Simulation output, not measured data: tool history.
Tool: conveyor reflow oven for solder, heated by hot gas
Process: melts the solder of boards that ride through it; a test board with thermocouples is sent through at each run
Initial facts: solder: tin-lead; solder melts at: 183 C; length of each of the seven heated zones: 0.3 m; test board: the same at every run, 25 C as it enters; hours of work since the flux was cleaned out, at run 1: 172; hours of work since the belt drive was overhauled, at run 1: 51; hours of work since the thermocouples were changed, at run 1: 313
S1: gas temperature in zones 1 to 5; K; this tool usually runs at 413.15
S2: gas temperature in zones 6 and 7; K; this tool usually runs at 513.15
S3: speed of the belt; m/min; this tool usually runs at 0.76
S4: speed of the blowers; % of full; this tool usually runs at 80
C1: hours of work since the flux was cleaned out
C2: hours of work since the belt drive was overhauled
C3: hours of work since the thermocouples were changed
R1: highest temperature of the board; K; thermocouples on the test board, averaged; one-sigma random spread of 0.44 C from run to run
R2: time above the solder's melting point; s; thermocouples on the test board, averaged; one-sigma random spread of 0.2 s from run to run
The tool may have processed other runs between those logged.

run   hour      S1      S2     S3  S4   C1   C2   C3      R1    R2
  1      0  413.15  513.15   0.76  80  172   51  313  494.65    37
  2   11.5  413.15  501.15   0.76  80  179   59  320  484.05  32.1
  3   30.4  413.15  501.15   0.76  80  192   71  333  483.15    32
  4   47.5  413.15  501.15   0.76  80  203   82  344  482.55  32.1
  5   56.9  413.15  513.15  0.645  80  209   89  350  498.85  46.2
  6   66.7  413.15  513.15  0.645  68  216   95  357  494.75    44
  7   86.2  413.15  513.15  0.645  68  229  108  370  495.15  44.1
  8  104.3  413.15  513.15  0.645  68  241  120  382  494.65  44.3
  9  125.4  413.15  513.15   0.76  80  255  134  395  493.15  36.7
 10  147.9  413.15  513.15   0.76  80  269  149  410  493.45  36.6
 11  168.7  425.15  513.15   0.76  80  283  162  424  495.55  40.8
 12  177.9  425.15  513.15   0.76  80  289  169  430  494.95  40.4
 13    192  413.15  513.15   0.76  80  299  178  440  492.55  36.5
 14  205.5  413.15  513.15   0.76  80  308  187  448  491.95  36.8
 15  221.2  413.15  520.15  0.835  64  318  197  459  488.05  30.4
 16  242.2  402.15  520.15   0.79  70  332  211  473  489.95  31.4
     257.9  -- flux residue cleaned out of gas plates and filters
 17  265.7  402.15  513.15  0.643  70    5  223  485  494.55    42
 18  275.2  409.15  510.15  0.742  70   11  230  491  488.45  34.8
 19  294.4  407.15  506.15  0.775  71   24  242  504  484.15  29.8
 20  306.3  407.15  518.15  0.775  69   32  250  512  492.85  34.3
 21  325.9  418.15  503.15  0.643  80   45  263  525  491.35  44.8
 22  346.9  418.15  503.15  0.624  54   59  277  539  484.25  41.1
     353.3  -- thermocouples of zones 6 and 7 changed
 23  363.6  407.15  525.15  0.862  55   69  287    7  486.55    27
 24  377.7  413.15  516.15   0.76  80   78  296   16  497.15  38.4
 25  389.1  413.15  509.15   0.76  54   85  304   24  481.55  29.5
 26  410.5  416.15  506.15  0.866  80  100  318   38  485.55  28.9
 27  431.9  425.15  526.15  0.705  86  114  332   52  511.75  49.4
 28  451.6  413.15  519.15  0.876  86  127  345   65  496.95  32.7

3 ways to go on from here, each from the tool as it stands after run 28. What would each give?
  A  467.1  411.15  512.15  0.876  86  137  355  75   ?   ?
  B  467.1  413.15  526.15  0.876  54  137  355  75   ?   ?
  C  467.1  413.15  510.15  0.788  64  137  355  75   ?   ?

run      R1    R2
  A  490.15  30.1
  B  486.85  27.7
  C  485.25  30.7
The same runs, with their run-to-run variation unchanged, on a tool lacking any hidden condition would have given:
run      R1    R2
  A  491.25  30.5
  B  487.75  28.1
  C  486.05  31.1
